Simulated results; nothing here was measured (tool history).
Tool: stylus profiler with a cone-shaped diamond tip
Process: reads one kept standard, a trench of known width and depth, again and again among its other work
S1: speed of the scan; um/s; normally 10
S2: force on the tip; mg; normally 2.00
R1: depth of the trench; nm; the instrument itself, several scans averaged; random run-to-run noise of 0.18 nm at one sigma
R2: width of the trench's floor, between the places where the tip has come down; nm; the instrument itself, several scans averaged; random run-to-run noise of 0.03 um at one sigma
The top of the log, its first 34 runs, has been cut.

run	day	S1	S2	R1	R2
35	49.892	3	1.36	1008.59	22910
36	51.550	3	3.63	1015.86	22830
37	53.250	16	2.62	1012.76	22730
38	55.325	6	0.69	1006.12	22800
39	56.542	29	2.44	1012.84	22810
40	58.008	6	4.47	1018.27	22830
41	59.738	8	2.42	1012.66	22740
42	60.754	9	0.79	1006.85	22740
43	62.579	6	2.00	1011.60	22710
44	63.846	4	1.29	1009.10	22760
45	65.725	9	2.29	1012.60	22750
46	66.588	15	2.84	1014.39	22660

Forecast each of these 3 alternatives for the next run:
A	68.450	5	1.55	?	?
B	68.450	10	0.92	?	?
C	68.450	29	1.98	?	?

run	R1	R2
A	1010.50	22650
B	1008.07	22640
C	1012.12	22570
Had the tool no hidden state, the same runs would have come out as:
run	R1	R2
A	1008.19	23970
B	1005.76	23960
C	1009.80	23890
